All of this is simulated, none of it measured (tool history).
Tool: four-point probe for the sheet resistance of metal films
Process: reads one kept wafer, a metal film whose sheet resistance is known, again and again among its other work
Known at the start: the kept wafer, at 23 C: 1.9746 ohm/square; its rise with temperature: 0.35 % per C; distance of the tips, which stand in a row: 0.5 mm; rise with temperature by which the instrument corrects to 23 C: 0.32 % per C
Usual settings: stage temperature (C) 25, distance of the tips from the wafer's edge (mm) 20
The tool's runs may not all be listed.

| run | hour | stage temperature (C) | distance of the tips from the wafer's edge (mm) | sheet resistance as the instrument gives it (ohm/square) |
|---|---|---|---|---|
| 1 | 0.0 | 25 | 20 | 1.985194 |
| 2 | 11.3 | 25 | 20 | 1.985601 |
| 3 | 22.4 | 25 | 13 | 1.987084 |
| 4 | 30.3 | 25 | 13 | 1.986294 |
| 5 | 43.9 | 25 | 13 | 1.987881 |
| 6 | 54.0 | 25 | 13 | 1.986779 |
| 7 | 67.0 | 25 | 13 | 1.986872 |
| 8 | 74.6 | 25 | 12 | 1.987284 |
| 9 | 89.9 | 25 | 20 | 1.987443 |
| 10 | 96.7 | 25 | 20 | 1.986611 |
| 11 | 105.1 | 20 | 20 | 1.982661 |
| 12 | 116.8 | 20 | 8 | 1.986558 |
| 13 | 126.7 | 20 | 8 | 1.986998 |
| 14 | 138.8 | 20 | 8 | 1.986687 |
| 15 | 149.6 | 28 | 20 | 1.988991 |
| 16 | 163.6 | 28 | 20 | 1.989064 |
|  | 165.3 | stage's thermometer calibrated |
| 17 | 171.2 | 25 | 20 | 1.986894 |
| 18 | 184.2 | 25 | 20 | 1.987146 |
| 19 | 193.4 | 25 | 20 | 1.985966 |
| 20 | 201.6 | 25 | 20 | 1.985955 |
|  | 204.5 | stage's thermometer calibrated, once more |
| 21 | 210.2 | 25 | 20 | 1.986925 |
| 22 | 218.6 | 25 | 20 | 1.986757 |
| 23 | 233.1 | 32 | 49 | 1.992005 |
| 24 | 244.2 | 33 | 15 | 1.993356 |
| 25 | 253.3 | 33 | 15 | 1.993831 |
| 26 | 263.2 | 33 | 15 | 1.994038 |
| 27 | 272.4 | 26 | 7 | 1.993189 |
| 28 | 283.0 | 25 | 16 | 1.988225 |
| 29 | 292.0 | 33 | 13 | 1.994279 |
| 30 | 302.2 | 33 | 13 | 1.993893 |
| 31 | 314.4 | 22 | 5 | 1.995633 |
| 32 | 324.9 | 34 | 31 | 1.993696 |
| 33 | 336.0 | 34 | 31 | 1.992861 |
| 34 | 348.8 | 35 | 5 | 2.004621 |
| 35 | 359.7 | 20 | 4 | 1.999841 |
| 36 | 371.7 | 25 | 47 | 1.987720 |
| 37 | 378.7 | 18 | 18 | 1.982802 |
| 38 | 388.0 | 31 | 15 | 1.992783 |
| 39 | 396.2 | 31 | 15 | 1.993543 |
| 40 | 408.8 | 31 | 15 | 1.993298 |
| 41 | 415.8 | 30 | 36 | 1.991906 |
| 42 | 422.5 | 35 | 29 | 1.994976 |
| 43 | 430.0 | 28 | 17 | 1.991232 |
| 44 | 436.9 | 25 | 41 | 1.987152 |

Hidden state or all else? Some run-to-run changes of sheet resistance as the instrument gives it (ohm/square), split into what the settings, what came in and random variation would give without the hidden state, and what is left for the hidden state (with any gauge scatter that isn't in both results):
The hidden state here: inner tips' distance over the nominal, %; tips' flats over new ones', %; wafer's true temperature over the reading, C; drift of the gauge itself on sheet_ohm, %.
Run 16 -> 17: stage temperature (C) 28 -> 25, stage's thermometer calibrated. sheet resistance as the instrument gives it (ohm/square) -0.002170: hidden state -0.000192, all else -0.001978.
Run 20 -> 21: stage's thermometer calibrated, once more. sheet resistance as the instrument gives it (ohm/square) +0.000970: hidden state +0.000371, all else +0.000599.
Run 33 -> 34: stage temperature (C) 34 -> 35, distance of the tips from the wafer's edge (mm) 31 -> 5. sheet resistance as the instrument gives it (ohm/square) +0.011760: hidden state +0.000137, all else +0.011623.
Run 35 -> 36: stage temperature (C) 20 -> 25, distance of the tips from the wafer's edge (mm) 4 -> 47. sheet resistance as the instrument gives it (ohm/square) -0.012121: hidden state +0.000020, all else -0.012141.
Run 37 -> 38: stage temperature (C) 18 -> 31, distance of the tips from the wafer's edge (mm) 18 -> 15. sheet resistance as the instrument gives it (ohm/square) +0.009981: hidden state +0.000132, all else +0.009849.
